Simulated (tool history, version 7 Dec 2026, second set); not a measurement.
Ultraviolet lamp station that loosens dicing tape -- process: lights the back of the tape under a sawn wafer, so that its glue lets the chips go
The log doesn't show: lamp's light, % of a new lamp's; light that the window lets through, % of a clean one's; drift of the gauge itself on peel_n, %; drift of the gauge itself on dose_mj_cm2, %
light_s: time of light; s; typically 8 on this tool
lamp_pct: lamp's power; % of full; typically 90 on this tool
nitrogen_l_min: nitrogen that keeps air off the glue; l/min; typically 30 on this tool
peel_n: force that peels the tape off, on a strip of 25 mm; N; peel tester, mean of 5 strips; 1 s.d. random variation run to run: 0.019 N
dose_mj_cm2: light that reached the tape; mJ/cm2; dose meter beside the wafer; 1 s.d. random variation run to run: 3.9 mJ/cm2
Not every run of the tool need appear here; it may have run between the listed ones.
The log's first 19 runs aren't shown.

run,hour,light_s,lamp_pct,nitrogen_l_min,hours of work of the lamp,hours of work since the window was cleaned,peel_n,dose_mj_cm2
20,571.2,8,84,55,548,142,0.75,619
21,599.2,8,90,17,559,154,1.412,661
22,623.8,12,84,11,569,164,1.081,930
23,643.2,4,90,30,577,171,2.943,329
24,662.2,4,90,30,585,179,2.945,331
25,696.4,4,90,40,598,193,2.585,332
26,731.5,16,90,12,612,207,0.478,1320
27,763.1,4,85,43,625,219,2.705,313
28,802.4,4,85,43,641,235,2.774,309
29,836.5,4,85,43,655,249,2.697,316
30,868.6,4,90,51,667,262,2.334,328
31,902.4,6,62,30,681,275,2.921,344
32,925.9,6,90,30,690,285,1.64,500
33,951.8,8,87,30,701,295,0.985,637
34,975.3,8,87,30,710,304,1.015,636
35,1009.8,5,81,27,724,318,2.559,373

What if the next run were any one of these 5? Each begins from the tool's condition after run 35:
A,1051,8,85,30,741,335,?,?
B,1051,12,81,27,741,335,?,?
C,1051,7,71,30,741,335,?,?
D,1051,11,90,35,741,335,?,?
E,1051,15,90,9,741,335,?,?

run,peel_n,dose_mj_cm2
A,1.057,624
B,0.544,898
C,1.912,454
D,0.452,911
E,0.676,1232
Had the tool no hidden state, the same runs would have come out as:
run,peel_n,dose_mj_cm2
A,1.05,626
B,0.54,901
C,1.901,455
D,0.449,915
E,0.672,1236

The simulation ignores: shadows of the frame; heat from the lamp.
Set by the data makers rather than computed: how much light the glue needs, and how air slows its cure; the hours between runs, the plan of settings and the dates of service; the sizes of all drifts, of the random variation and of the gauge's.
